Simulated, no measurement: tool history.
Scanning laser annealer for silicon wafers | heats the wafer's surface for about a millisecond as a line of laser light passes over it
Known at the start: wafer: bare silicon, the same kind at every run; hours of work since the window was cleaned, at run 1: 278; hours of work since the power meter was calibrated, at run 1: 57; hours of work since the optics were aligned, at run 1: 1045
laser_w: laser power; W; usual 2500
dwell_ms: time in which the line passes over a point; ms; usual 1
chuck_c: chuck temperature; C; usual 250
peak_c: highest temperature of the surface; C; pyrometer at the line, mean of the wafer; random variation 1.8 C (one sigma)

run	hour	laser_w	dwell_ms	chuck_c	hours of work since the window was cleaned	hours of work since the power meter was calibrated	hours of work since the optics were aligned	peak_c
1	0	2500	1	250	278	57	1045	1023
2	8.2	2500	1	250	283	62	1050	1027
3	13	2500	1	250	286	65	1053	1030
4	21.1	2500	0.9	250	290	70	1058	989
5	29.5	2500	0.9	250	296	75	1063	990
6	36.5	2500	1	250	300	79	1067	1027
7	45.4	2500	1	219	305	85	1072	994
8	50.3	2663	1	219	308	88	1075	1054
9	57.3	2500	0.87	250	312	92	1080	980
10	63.5	2500	1.07	250	316	96	1083	1053
11	68.3	2500	1.07	250	319	98	1086	1054
12	76.7	2500	1	250	324	104	1091	1025
13	84.4	2500	1	250	328	108	1096	1029
14	90.4	2500	1	250	332	112	1099	1024
15	97	2500	1	250	336	116	1103	1027
16	105	2340	0.78	252	341	121	1108	893
17	112.3	2340	0.78	252	345	125	1113	893
18	118.9	2649	0.98	248	349	129	1117	1072
19	126	2649	0.98	248	353	133	1121	1071
20	133.5	2156	0.94	250	358	138	1125	884
21	141.1	2156	0.94	250	363	142	1130	887
22	147.8	2240	0.76	279	367	146	1134	881
23	153.8	2240	0.76	279	370	150	1138	879
24	162.5	2363	0.89	279	375	155	1143	966

Forecast each of these 4 alternatives for the next run:
A	166.2	2482	0.94	250	378	157	1145	?
B	166.2	2199	0.89	279	378	157	1145	?
C	166.2	2363	0.89	228	378	157	1145	?
D	166.2	2310	0.94	222	378	157	1145	?

run	peak_c
A	999
B	910
C	916
D	908
Without the tool's hidden state the same runs would have given:
run	peak_c
A	999
B	910
C	916
D	908
